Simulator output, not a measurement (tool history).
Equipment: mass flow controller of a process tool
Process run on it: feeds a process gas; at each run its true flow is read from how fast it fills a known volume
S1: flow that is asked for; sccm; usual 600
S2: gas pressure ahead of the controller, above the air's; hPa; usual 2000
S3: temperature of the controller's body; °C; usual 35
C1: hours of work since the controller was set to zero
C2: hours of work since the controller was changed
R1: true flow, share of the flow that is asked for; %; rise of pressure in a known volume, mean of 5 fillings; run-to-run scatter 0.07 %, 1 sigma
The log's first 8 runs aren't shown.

run    hour   S1    S2  S3    C1    C2      R1
  9    1047  600  2000  35  1302  1302    99.6
 10  1164.4  600  2000  35  1387  1387   99.42
 11  1272.5  600  2000  35  1466  1466   99.63
 12  1393.8  600  2000  35  1555  1555    99.5
 13  1490.6  600  1940  35  1626  1626   99.65
 14    1665  600  1940  35  1753  1753    99.7
 15    1778  396  2000  35  1836  1836   99.43
 16  1883.2  396  2000  35  1913  1913   99.54
 17  2064.6  396  2000  35  2045  2045   99.54
 18  2148.7  396  2000  35  2107  2107   99.54
 19  2223.1  831  2150  39  2161  2161  100.06
 20  2396.4  831  1710  28  2288  2288  100.24
 21  2506.7  250  1740  35  2368  2368   99.59
 22  2660.5  250  1740  35  2481  2481   99.56

What does the tool deliver on the next run?
 23  2766.3  132  1580  39  2558  2558   ?

Run 23 yielded R1 99.46 %.
On a tool with no hidden condition, and with the same random variation, this run would have come out at R1 98.89 %.
